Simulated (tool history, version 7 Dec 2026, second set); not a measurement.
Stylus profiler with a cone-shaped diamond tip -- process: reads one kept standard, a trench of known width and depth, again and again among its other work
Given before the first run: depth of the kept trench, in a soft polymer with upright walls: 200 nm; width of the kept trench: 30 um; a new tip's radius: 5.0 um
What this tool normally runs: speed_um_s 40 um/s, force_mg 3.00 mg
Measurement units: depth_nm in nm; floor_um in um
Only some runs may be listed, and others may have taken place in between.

run 1 hour=0.0 | speed_um_s=40 force_mg=3.00 | depth_nm=201.21 floor_um=25.96
run 2 hour=32.0 | speed_um_s=40 force_mg=3.00 | depth_nm=201.22 floor_um=25.95
run 3 hour=70.8 | speed_um_s=40 force_mg=3.00 | depth_nm=201.10 floor_um=25.91
run 4 hour=93.0 | speed_um_s=40 force_mg=3.00 | depth_nm=201.15 floor_um=25.91
run 5 hour=135.0 | speed_um_s=148 force_mg=3.00 | depth_nm=201.19 floor_um=25.44
run 6 hour=167.5 | speed_um_s=104 force_mg=3.00 | depth_nm=201.11 floor_um=25.66
run 7 hour=202.4 | speed_um_s=104 force_mg=3.00 | depth_nm=201.13 floor_um=25.61
run 8 hour=246.4 | speed_um_s=104 force_mg=1.83 | depth_nm=200.56 floor_um=25.43
run 9 hour=291.7 | speed_um_s=40 force_mg=3.00 | depth_nm=201.08 floor_um=25.84
run 10 hour=319.3 | speed_um_s=40 force_mg=3.00 | depth_nm=200.97 floor_um=25.73
run 11 hour=357.0 | speed_um_s=40 force_mg=3.00 | depth_nm=201.03 floor_um=25.78
run 12 hour=407.6 | speed_um_s=40 force_mg=3.00 | depth_nm=200.98 floor_um=25.76
run 13 hour=458.5 | speed_um_s=40 force_mg=8.99 | depth_nm=203.33 floor_um=25.82
run 14 hour=481.0 | speed_um_s=40 force_mg=8.99 | depth_nm=203.28 floor_um=25.78
run 15 hour=504.1 | speed_um_s=40 force_mg=8.99 | depth_nm=203.35 floor_um=25.76
run 16 hour=530.4 | speed_um_s=40 force_mg=2.58 | depth_nm=200.71 floor_um=25.68
run 17 hour=563.0 | speed_um_s=40 force_mg=1.10 | depth_nm=199.81 floor_um=25.60
run 18 hour=585.6 | speed_um_s=40 force_mg=3.00 | depth_nm=200.91 floor_um=25.70
-- hour=610.8 height scale calibrated on a step standard
run 19 hour=617.2 | speed_um_s=40 force_mg=3.00 | depth_nm=202.18 floor_um=25.62
run 20 hour=643.0 | speed_um_s=40 force_mg=3.00 | depth_nm=202.26 floor_um=25.64
run 21 hour=664.0 | speed_um_s=40 force_mg=3.00 | depth_nm=202.22 floor_um=25.65
run 22 hour=704.1 | speed_um_s=20 force_mg=7.60 | depth_nm=204.10 floor_um=25.77
run 23 hour=738.6 | speed_um_s=16 force_mg=3.39 | depth_nm=202.37 floor_um=25.74
run 24 hour=789.6 | speed_um_s=142 force_mg=3.75 | depth_nm=202.41 floor_um=25.21
run 25 hour=824.9 | speed_um_s=142 force_mg=3.75 | depth_nm=202.41 floor_um=25.25
run 26 hour=852.6 | speed_um_s=156 force_mg=2.02 | depth_nm=201.48 floor_um=24.90
run 27 hour=876.5 | speed_um_s=146 force_mg=4.25 | depth_nm=202.47 floor_um=25.18
run 28 hour=917.9 | speed_um_s=146 force_mg=4.25 | depth_nm=202.66 floor_um=25.13
run 29 hour=941.0 | speed_um_s=146 force_mg=4.25 | depth_nm=202.58 floor_um=25.13
-- hour=977.1 new tip fitted, height scale calibrated
run 30 hour=977.1 | speed_um_s=15 force_mg=4.76 | depth_nm=202.89 floor_um=27.16
run 31 hour=1017.0 | speed_um_s=88 force_mg=1.70 | depth_nm=201.47 floor_um=26.75
run 32 hour=1045.4 | speed_um_s=88 force_mg=1.70 | depth_nm=201.34 floor_um=26.72
run 33 hour=1096.8 | speed_um_s=88 force_mg=1.70 | depth_nm=201.28 floor_um=26.60
run 34 hour=1127.9 | speed_um_s=124 force_mg=7.12 | depth_nm=203.66 floor_um=26.72
run 35 hour=1149.6 | speed_um_s=124 force_mg=7.12 | depth_nm=203.76 floor_um=26.75
run 36 hour=1173.2 | speed_um_s=50 force_mg=1.90 | depth_nm=201.46 floor_um=26.86
run 37 hour=1225.1 | speed_um_s=25 force_mg=2.29 | depth_nm=201.65 floor_um=26.89
run 38 hour=1265.9 | speed_um_s=25 force_mg=2.29 | depth_nm=201.71 floor_um=26.89
run 39 hour=1291.6 | speed_um_s=146 force_mg=1.03 | depth_nm=200.95 floor_um=25.90
run 40 hour=1318.4 | speed_um_s=146 force_mg=1.03 | depth_nm=200.75 floor_um=25.90
run 41 hour=1340.9 | speed_um_s=25 force_mg=3.00 | depth_nm=201.97 floor_um=26.87
run 42 hour=1368.1 | speed_um_s=22 force_mg=8.94 | depth_nm=204.31 floor_um=26.87

4 options for the next run, each taken on its own from the tool as it stands now. Forecast them:
run A hour=1416.5 | speed_um_s=18 force_mg=2.58 | depth_nm=? floor_um=?
run B hour=1416.5 | speed_um_s=17 force_mg=5.02 | depth_nm=? floor_um=?
run C hour=1416.5 | speed_um_s=18 force_mg=3.00 | depth_nm=? floor_um=?
run D hour=1416.5 | speed_um_s=55 force_mg=7.11 | depth_nm=? floor_um=?

run=A depth_nm=201.72 floor_um=26.85
run=B depth_nm=202.75 floor_um=26.88
run=C depth_nm=201.96 floor_um=26.77
run=D depth_nm=203.59 floor_um=26.73
Had the tool no hidden state, the same runs would have come out as:
run=A depth_nm=202.03 floor_um=27.15
run=B depth_nm=203.06 floor_um=27.18
run=C depth_nm=202.26 floor_um=27.07
run=D depth_nm=203.91 floor_um=27.03

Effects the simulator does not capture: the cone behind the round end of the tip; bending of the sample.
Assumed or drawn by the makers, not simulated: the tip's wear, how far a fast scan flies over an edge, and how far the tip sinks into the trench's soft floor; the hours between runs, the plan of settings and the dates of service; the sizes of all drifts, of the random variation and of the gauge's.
